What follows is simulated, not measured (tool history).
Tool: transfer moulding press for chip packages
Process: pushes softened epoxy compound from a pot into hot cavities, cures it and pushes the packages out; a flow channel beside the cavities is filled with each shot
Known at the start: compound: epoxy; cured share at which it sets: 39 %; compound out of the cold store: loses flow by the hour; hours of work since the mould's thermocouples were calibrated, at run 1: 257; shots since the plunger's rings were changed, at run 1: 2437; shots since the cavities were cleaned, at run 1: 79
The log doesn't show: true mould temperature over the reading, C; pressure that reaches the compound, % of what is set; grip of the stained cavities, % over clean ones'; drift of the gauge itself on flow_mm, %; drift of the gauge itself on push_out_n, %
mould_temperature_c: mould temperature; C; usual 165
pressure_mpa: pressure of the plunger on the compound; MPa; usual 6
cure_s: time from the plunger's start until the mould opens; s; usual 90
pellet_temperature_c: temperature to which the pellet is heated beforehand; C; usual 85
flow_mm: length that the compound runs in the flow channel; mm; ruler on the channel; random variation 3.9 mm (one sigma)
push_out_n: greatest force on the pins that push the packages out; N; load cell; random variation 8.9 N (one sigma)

| run | hour | mould_temperature_c | pressure_mpa | cure_s | pellet_temperature_c | hours of work since the mould's thermocouples were calibrated | shots since the plunger's rings were changed | shots since the cavities were cleaned | incoming compound's hours out of the cold store | flow_mm | push_out_n |
|---|---|---|---|---|---|---|---|---|---|---|---|
| 1 | 0 | 165 | 6 | 90 | 85 | 257 | 2437 | 79 | 44.8 | 527 | 450 |
| 2 | 10.8 | 165 | 6 | 90 | 85 | 264 | 2578 | 220 | 38.8 | 536 | 534 |
| 3 | 20.4 | 165 | 6 | 90 | 85 | 270 | 2704 | 346 | 34.7 | 553 | 627 |
| 4 | 27 | 163 | 6 | 90 | 85 | 274 | 2791 | 433 | 46.1 | 524 | 686 |
| 5 | 32 | 163 | 6 | 90 | 85 | 277 | 2857 | 499 | 21.9 | 589 | 765 |
| 6 | 41.7 | 165 | 6 | 129 | 85 | 283 | 2984 | 626 | 14.4 | 600 | 534 |
| 7 | 46.8 | 165 | 6 | 129 | 85 | 287 | 3051 | 693 | 38.2 | 541 | 530 |
| 8 | 54.7 | 165 | 6 | 90 | 81 | 292 | 3154 | 796 | 17.9 | 601 | 781 |
| 9 | 61.2 | 165 | 6 | 90 | 81 | 296 | 3239 | 881 | 29.1 | 571 | 715 |
| 10 | 67.5 | 165 | 6 | 90 | 81 | 300 | 3322 | 964 | 45.7 | 517 | 713 |
|  | 77.3 | cavities cleaned with cleaning compound and waxed |
| 11 | 80.6 | 165 | 6 | 90 | 81 | 307 | 3475 | 43 | 10.1 | 621 | 502 |
| 12 | 92.6 | 165 | 6 | 90 | 85 | 315 | 3632 | 200 | 38.6 | 536 | 540 |
| 13 | 104 | 159 | 6 | 90 | 85 | 322 | 3782 | 350 | 43.4 | 539 | 847 |
| 14 | 115.9 | 159 | 6 | 90 | 85 | 329 | 3938 | 506 | 38.9 | 549 | 956 |
| 15 | 127 | 159 | 6 | 90 | 85 | 336 | 4082 | 650 | 37.5 | 549 | 1022 |
| 16 | 132.6 | 166 | 6 | 90 | 85 | 340 | 4156 | 724 | 41.4 | 528 | 657 |
| 17 | 139.5 | 166 | 6 | 90 | 85 | 344 | 4247 | 815 | 9.8 | 612 | 714 |
| 18 | 151.1 | 173 | 5.41 | 90 | 85 | 352 | 4399 | 967 | 38.9 | 494 | 573 |
|  | 160.7 | cavities cleaned with cleaning compound and waxed |
| 19 | 161.9 | 165 | 6 | 79 | 85 | 358 | 4521 | 16 | 33.8 | 544 | 568 |
| 20 | 170.6 | 163 | 6.54 | 79 | 81 | 363 | 4635 | 130 | 25 | 600 | 849 |
| 21 | 180 | 171 | 6.54 | 79 | 81 | 369 | 4758 | 253 | 18.9 | 601 | 562 |
| 22 | 189 | 159 | 4.89 | 90 | 89 | 375 | 4876 | 371 | 46.8 | 469 | 845 |
| 23 | 198.3 | 171 | 4.89 | 90 | 90 | 381 | 4998 | 493 | 47.9 | 450 | 538 |
| 24 | 204.8 | 160 | 5.78 | 79 | 95 | 385 | 5084 | 579 | 22.4 | 573 | 1256 |
| 25 | 215.4 | 161 | 5.6 | 127 | 79 | 392 | 5223 | 718 | 19.8 | 571 | 546 |
| 26 | 226.4 | 168 | 6 | 80 | 86 | 398 | 5367 | 862 | 40.7 | 514 | 760 |

The next listed run, before its measurement:
| 27 | 234.7 | 169 | 4.84 | 108 | 77 | 404 | 5475 | 970 | 12.3 | ? | ? |

{"run 27": {"flow_mm": 533, "push_out_n": 552}}
Without the tool's hidden state the same run would have given flow_mm 564 mm, push_out_n 300 N.
